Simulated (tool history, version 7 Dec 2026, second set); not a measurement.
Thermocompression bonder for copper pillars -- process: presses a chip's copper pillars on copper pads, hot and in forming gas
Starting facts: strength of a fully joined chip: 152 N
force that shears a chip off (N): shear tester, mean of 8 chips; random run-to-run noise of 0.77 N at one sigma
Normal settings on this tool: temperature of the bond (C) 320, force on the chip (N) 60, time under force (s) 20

run	hour	temperature of the bond (C)	force on the chip (N)	time under force (s)	force that shears a chip off (N)
1	0	320	60	20	93.9
2	52.5	297	60	20	74
3	97.7	297	60	20	74.7
4	148.8	297	60	20	75.6
5	184	297	60	20	75
6	210	297	60	20	74
7	236.5	297	60	20	74.6
8	275.4	320	60	20	92.9
9	324.4	320	60	20	91.2
10	359.9	320	60	20	90.1
11	398.4	320	60	20	91.7
12	420.1	349	60	20	111.1
13	459.9	349	60	20	123.6
14	498.2	349	60	20	124.4
15	552.2	349	60	20	116.3
16	579.4	320	49	20	81.7
17	607.9	326	60	20	98.2
18	642.6	326	60	20	98
19	689.6	326	60	20	98.4
20	733.5	326	60	20	97.7
21	774.3	313	78	29	110.7
22	803.3	290	73	18	73.9
23	849.4	317	41	31	80.6
24	874.1	317	41	31	80.6
25	922.4	317	41	31	79.3
26	959.5	323	83	16	102.9
27	1011	323	83	16	103.8
28	1045.9	317	40	43	87.2
29	1083.7	317	40	43	86.9
30	1112.2	317	40	43	85.7
31	1142.9	301	60	20	71
32	1167.4	301	60	20	70.7
33	1213.4	301	60	20	71.3
34	1240.5	301	60	20	70.7
35	1264.3	293	54	38	76.3
36	1313.7	293	54	38	74.2
37	1356.7	320	46	20	70.5
38	1385.9	320	47	35	97.5
39	1412.5	298	67	31	94.6

Not shown: 4 entries that the log had between the listed runs. Between which runs, and how does the tool's hidden state differ before and after?
From run 12 to run 13: forming gas filter changed (hour 444.5)
  true temperature of the bond over the reading, C: 9.4 -> 9.7; force that reaches the chip, % of what is set: 105.3 -> 105.4; oxide that the forming gas leaves, % of the face: 12.29 -> 0.8
  measured result minus the result with no hidden state, force that shears a chip off (N): -5.8 -> +8.8
From run 14 to run 15: heater calibrated with a thermocouple chip (hour 522.8)
  true temperature of the bond over the reading, C: 9.9 -> -0.7; force that reaches the chip, % of what is set: 105.6 -> 105.7; oxide that the forming gas leaves, % of the face: 1.24 -> 1.89
  measured result minus the result with no hidden state, force that shears a chip off (N): +8.5 -> +0.7
From run 30 to run 31: force cell calibrated (hour 1119.9)
  true temperature of the bond over the reading, C: 2.1 -> 2.3; force that reaches the chip, % of what is set: 107.6 -> 100.6; oxide that the forming gas leaves, % of the face: 9.07 -> 9.41
  measured result minus the result with no hidden state, force that shears a chip off (N): -2.2 -> -4.7
From run 37 to run 38: forming gas filter changed (hour 1368.8)
  true temperature of the bond over the reading, C: 3.4 -> 3.5; oxide that the forming gas leaves, % of the face: 12.13 -> 0.86
  measured result minus the result with no hidden state, force that shears a chip off (N): -5.9 -> +3.4

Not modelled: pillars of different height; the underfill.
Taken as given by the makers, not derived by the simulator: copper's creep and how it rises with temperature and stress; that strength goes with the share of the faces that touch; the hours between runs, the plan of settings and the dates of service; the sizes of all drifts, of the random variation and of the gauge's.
